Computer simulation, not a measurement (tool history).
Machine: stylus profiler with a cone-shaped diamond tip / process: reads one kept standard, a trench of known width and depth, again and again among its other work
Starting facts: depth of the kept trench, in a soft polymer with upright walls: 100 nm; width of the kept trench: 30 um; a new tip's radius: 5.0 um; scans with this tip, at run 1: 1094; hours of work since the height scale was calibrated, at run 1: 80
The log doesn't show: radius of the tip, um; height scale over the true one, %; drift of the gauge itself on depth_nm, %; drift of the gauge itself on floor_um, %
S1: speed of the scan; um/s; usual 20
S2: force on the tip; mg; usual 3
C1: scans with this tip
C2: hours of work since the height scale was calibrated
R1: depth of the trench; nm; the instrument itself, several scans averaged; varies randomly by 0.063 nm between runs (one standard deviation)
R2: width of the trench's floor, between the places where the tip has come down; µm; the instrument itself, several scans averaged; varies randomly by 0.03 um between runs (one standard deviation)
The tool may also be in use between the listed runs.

{"run": 1, "hour": 0.0, "S1": 20, "S2": 3, "C1": 1094, "C2": 80, "R1": 100.82, "R2": 27.94}
{"run": 2, "hour": 39.4, "S1": 25, "S2": 3, "C1": 1326, "C2": 97, "R1": 100.76, "R2": 27.86}
{"run": 3, "hour": 66.5, "S1": 25, "S2": 3, "C1": 1485, "C2": 109, "R1": 100.93, "R2": 27.87}
{"run": 4, "hour": 87.6, "S1": 25, "S2": 3, "C1": 1610, "C2": 118, "R1": 100.88, "R2": 27.84}
{"run": 5, "hour": 120.8, "S1": 25, "S2": 3, "C1": 1805, "C2": 132, "R1": 100.98, "R2": 27.88}
{"run": 6, "hour": 143.2, "S1": 25, "S2": 3, "C1": 1937, "C2": 142, "R1": 100.92, "R2": 27.81}
{"run": 7, "hour": 165.7, "S1": 25, "S2": 3, "C1": 2069, "C2": 152, "R1": 100.93, "R2": 27.92}
{"run": 8, "hour": 205.4, "S1": 25, "S2": 3, "C1": 2303, "C2": 169, "R1": 100.88, "R2": 27.85}
{"run": 9, "hour": 243.3, "S1": 25, "S2": 5.68, "C1": 2526, "C2": 185, "R1": 101.34, "R2": 27.91}
{"run": 10, "hour": 280.4, "S1": 37, "S2": 5.68, "C1": 2744, "C2": 201, "R1": 101.42, "R2": 27.87}
{"run": 11, "hour": 316.4, "S1": 20, "S2": 3, "C1": 2956, "C2": 217, "R1": 100.91, "R2": 27.88}
{"run": 12, "hour": 355.9, "S1": 6, "S2": 3, "C1": 3188, "C2": 234, "R1": 100.98, "R2": 27.94}
{"run": 13, "hour": 371.9, "S1": 29, "S2": 3, "C1": 3283, "C2": 241, "R1": 100.85, "R2": 27.88}
{"run": 14, "hour": 410.6, "S1": 29, "S2": 3, "C1": 3510, "C2": 257, "R1": 100.81, "R2": 27.81}
{"run": 15, "hour": 435.3, "S1": 20, "S2": 3, "C1": 3656, "C2": 268, "R1": 100.91, "R2": 27.88}
{"run": 16, "hour": 475.3, "S1": 20, "S2": 2.71, "C1": 3891, "C2": 285, "R1": 100.94, "R2": 27.86}
{"run": 17, "hour": 508.8, "S1": 20, "S2": 3, "C1": 4088, "C2": 300, "R1": 100.82, "R2": 27.89}
{"run": 18, "hour": 525.3, "S1": 35, "S2": 3, "C1": 4185, "C2": 307, "R1": 100.9, "R2": 27.79}
{"run": 19, "hour": 560.2, "S1": 35, "S2": 3, "C1": 4391, "C2": 322, "R1": 100.8, "R2": 27.85}
{"run": 20, "hour": 598.4, "S1": 35, "S2": 3, "C1": 4616, "C2": 338, "R1": 100.78, "R2": 27.82}
{"run": 21, "hour": 636.4, "S1": 35, "S2": 3, "C1": 4839, "C2": 355, "R1": 100.98, "R2": 27.8}
{"run": 22, "hour": 659.4, "S1": 35, "S2": 3, "C1": 4975, "C2": 365, "R1": 100.9, "R2": 27.81}
{"run": 23, "hour": 699.6, "S1": 35, "S2": 3, "C1": 5211, "C2": 382, "R1": 101.04, "R2": 27.8}
{"run": 24, "hour": 735.3, "S1": 9, "S2": 3, "C1": 5421, "C2": 397, "R1": 100.91, "R2": 28.01}
{"run": 25, "hour": 751.7, "S1": 9, "S2": 3, "C1": 5517, "C2": 404, "R1": 100.88, "R2": 27.97}
{"run": 26, "hour": 790.5, "S1": 9, "S2": 3, "C1": 5746, "C2": 421, "R1": 101, "R2": 27.93}
{"run": 27, "hour": 812.8, "S1": 9, "S2": 3, "C1": 5877, "C2": 431, "R1": 100.97, "R2": 27.94}
{"run": 28, "hour": 834.4, "S1": 64, "S2": 6.29, "C1": 6004, "C2": 440, "R1": 101.41, "R2": 27.78}
{"run": 29, "hour": 874.2, "S1": 68, "S2": 1.34, "C1": 6238, "C2": 457, "R1": 100.58, "R2": 27.47}
{"run": 30, "hour": 893.1, "S1": 28, "S2": 5.35, "C1": 6349, "C2": 465, "R1": 101.22, "R2": 27.89}
{"run": 31, "hour": 919.0, "S1": 64, "S2": 6.2, "C1": 6502, "C2": 477, "R1": 101.48, "R2": 27.72}
{"run": 32, "hour": 939.6, "S1": 16, "S2": 2.89, "C1": 6623, "C2": 485, "R1": 100.98, "R2": 27.9}
{"run": 33, "hour": 955.8, "S1": 16, "S2": 2.89, "C1": 6719, "C2": 492, "R1": 100.82, "R2": 27.94}
{"run": 34, "hour": 982.7, "S1": 7, "S2": 2.25, "C1": 6877, "C2": 504, "R1": 100.82, "R2": 27.93}
{"run": 35, "hour": 1018.7, "S1": 31, "S2": 6.48, "C1": 7089, "C2": 520, "R1": 101.53, "R2": 27.91}
{"run": 36, "hour": 1053.8, "S1": 13, "S2": 8.71, "C1": 7295, "C2": 535, "R1": 101.73, "R2": 27.95}
{"run": 37, "hour": 1078.2, "S1": 5, "S2": 8.83, "C1": 7439, "C2": 545, "R1": 101.88, "R2": 28}
{"run": 38, "hour": 1099.4, "S1": 5, "S2": 8.83, "C1": 7563, "C2": 554, "R1": 101.85, "R2": 28.02}
{"run": 39, "hour": 1131.9, "S1": 11, "S2": 3, "C1": 7755, "C2": 568, "R1": 100.92, "R2": 27.9}
{"run": 40, "hour": 1167.1, "S1": 11, "S2": 3, "C1": 7962, "C2": 584, "R1": 100.84, "R2": 27.94}
{"run": 41, "hour": 1198.7, "S1": 20, "S2": 2.5, "C1": 8148, "C2": 597, "R1": 100.69, "R2": 27.87}
{"run": 42, "hour": 1218.1, "S1": 8, "S2": 7.95, "C1": 8262, "C2": 606, "R1": 101.77, "R2": 27.99}
{"run": 43, "hour": 1238.2, "S1": 32, "S2": 7.95, "C1": 8380, "C2": 614, "R1": 101.77, "R2": 27.91}
{"run": 44, "hour": 1260.5, "S1": 32, "S2": 2.6, "C1": 8512, "C2": 624, "R1": 100.76, "R2": 27.81}
{"run": 45, "hour": 1300.4, "S1": 32, "S2": 2.6, "C1": 8746, "C2": 641, "R1": 100.72, "R2": 27.8}

What if the next run were any one of these 3? Each begins from the tool's condition after run 45:
{"run": "A", "hour": 1335.9, "S1": 17, "S2": 2.6, "C1": 8955, "C2": 656, "R1": "?", "R2": "?"}
{"run": "B", "hour": 1335.9, "S1": 32, "S2": 2.94, "C1": 8955, "C2": 656, "R1": "?", "R2": "?"}
{"run": "C", "hour": 1335.9, "S1": 32, "S2": 1.05, "C1": 8955, "C2": 656, "R1": "?", "R2": "?"}

run=A R1=100.9 R2=27.89
run=B R1=100.9 R2=27.86
run=C R1=100.5 R2=27.69
With no hidden state in the tool, these same runs would have given:
run=A R1=100.9 R2=27.9
run=B R1=100.91 R2=27.87
run=C R1=100.5 R2=27.7
